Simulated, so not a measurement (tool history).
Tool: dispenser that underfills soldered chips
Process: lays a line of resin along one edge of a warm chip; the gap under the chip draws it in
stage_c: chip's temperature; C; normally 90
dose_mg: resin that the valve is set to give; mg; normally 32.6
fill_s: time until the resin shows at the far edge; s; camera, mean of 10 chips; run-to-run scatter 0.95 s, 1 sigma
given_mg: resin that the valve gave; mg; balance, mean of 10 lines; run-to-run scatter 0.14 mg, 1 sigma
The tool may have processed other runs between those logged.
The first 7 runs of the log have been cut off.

{"run": 8, "hour": 59.4, "stage_c": 87, "dose_mg": 32.6, "fill_s": 164.3, "given_mg": 32.35}
{"hour": 63.5, "done": "new syringe of resin"}
{"run": 9, "hour": 68.8, "stage_c": 93, "dose_mg": 32.6, "fill_s": 103.9, "given_mg": 32.3}
{"hour": 79.8, "done": "new syringe of resin"}
{"run": 10, "hour": 80.4, "stage_c": 93, "dose_mg": 32.6, "fill_s": 81.4, "given_mg": 32.34}
{"run": 11, "hour": 93.5, "stage_c": 93, "dose_mg": 32.6, "fill_s": 147.3, "given_mg": 32}
{"hour": 95.9, "done": "new syringe of resin"}
{"run": 12, "hour": 107.0, "stage_c": 93, "dose_mg": 32.6, "fill_s": 129.7, "given_mg": 31.86}
{"hour": 111.6, "done": "new syringe of resin"}
{"run": 13, "hour": 115.9, "stage_c": 93, "dose_mg": 32.6, "fill_s": 95.3, "given_mg": 31.88}
{"hour": 127.2, "done": "new syringe of resin"}
{"run": 14, "hour": 128.0, "stage_c": 93, "dose_mg": 32, "fill_s": 83.4, "given_mg": 30.99}
{"run": 15, "hour": 135.1, "stage_c": 90, "dose_mg": 32.6, "fill_s": 125.9, "given_mg": 31.49}
{"hour": 143.3, "done": "new syringe of resin"}
{"run": 16, "hour": 146.7, "stage_c": 97, "dose_mg": 28.6, "fill_s": 86.2, "given_mg": 27.42}
{"run": 17, "hour": 155.0, "stage_c": 97, "dose_mg": 34, "fill_s": 117.9, "given_mg": 32.82}
{"hour": 159.5, "done": "new syringe of resin"}
{"run": 18, "hour": 161.3, "stage_c": 97, "dose_mg": 34, "fill_s": 76, "given_mg": 32.29}
{"run": 19, "hour": 170.5, "stage_c": 97, "dose_mg": 34, "fill_s": 113.7, "given_mg": 32.5}
{"hour": 175.5, "done": "new syringe of resin"}
{"run": 20, "hour": 183.4, "stage_c": 97, "dose_mg": 34, "fill_s": 97, "given_mg": 32.32}
{"run": 21, "hour": 189.6, "stage_c": 97, "dose_mg": 34, "fill_s": 128.9, "given_mg": 31.88}
{"hour": 191.4, "done": "new syringe of resin"}
{"run": 22, "hour": 199.3, "stage_c": 90, "dose_mg": 33.4, "fill_s": 125.4, "given_mg": 31.54}
{"hour": 207.4, "done": "new syringe of resin"}
{"run": 23, "hour": 212.9, "stage_c": 90, "dose_mg": 33.4, "fill_s": 109.7, "given_mg": 31.4}
{"hour": 220.5, "done": "dispensing valve cleaned and set on the balance"}
{"run": 24, "hour": 221.6, "stage_c": 90, "dose_mg": 33.4, "fill_s": 156.1, "given_mg": 33.56}
{"hour": 224.9, "done": "new syringe of resin"}
{"run": 25, "hour": 229.8, "stage_c": 77, "dose_mg": 36.1, "fill_s": 170.2, "given_mg": 36.02}
{"hour": 240.5, "done": "new syringe of resin"}
{"run": 26, "hour": 240.5, "stage_c": 94, "dose_mg": 34.5, "fill_s": 78.1, "given_mg": 34.36}
{"run": 27, "hour": 250.8, "stage_c": 94, "dose_mg": 34.5, "fill_s": 118.5, "given_mg": 34.27}
{"hour": 256.8, "done": "new syringe of resin"}
{"run": 28, "hour": 264.6, "stage_c": 82, "dose_mg": 38.5, "fill_s": 156.9, "given_mg": 37.82}
{"run": 29, "hour": 271.1, "stage_c": 82, "dose_mg": 38.5, "fill_s": 206.9, "given_mg": 37.72}
{"hour": 272.5, "done": "new syringe of resin"}
{"run": 30, "hour": 276.9, "stage_c": 82, "dose_mg": 38.5, "fill_s": 139.3, "given_mg": 37.38}

Consider 3 possible next runs. They are alternatives, not a sequence: every one starts from the tool as it was left by run 30. What does each give?
{"run": "A", "hour": 285.6, "stage_c": 79, "dose_mg": 32.3, "fill_s": "?", "given_mg": "?"}
{"run": "B", "hour": 285.6, "stage_c": 83, "dose_mg": 41, "fill_s": "?", "given_mg": "?"}
{"run": "C", "hour": 285.6, "stage_c": 88, "dose_mg": 32, "fill_s": "?", "given_mg": "?"}

run=A fill_s=223.1 given_mg=31.55
run=B fill_s=189.2 given_mg=40.04
run=C fill_s=165.3 given_mg=31.24
Stripped of hidden state, with their random variation kept, the same runs would have yielded:
run=A fill_s=131.5 given_mg=32.32
run=B fill_s=111.6 given_mg=41.02
run=C fill_s=97.3 given_mg=32
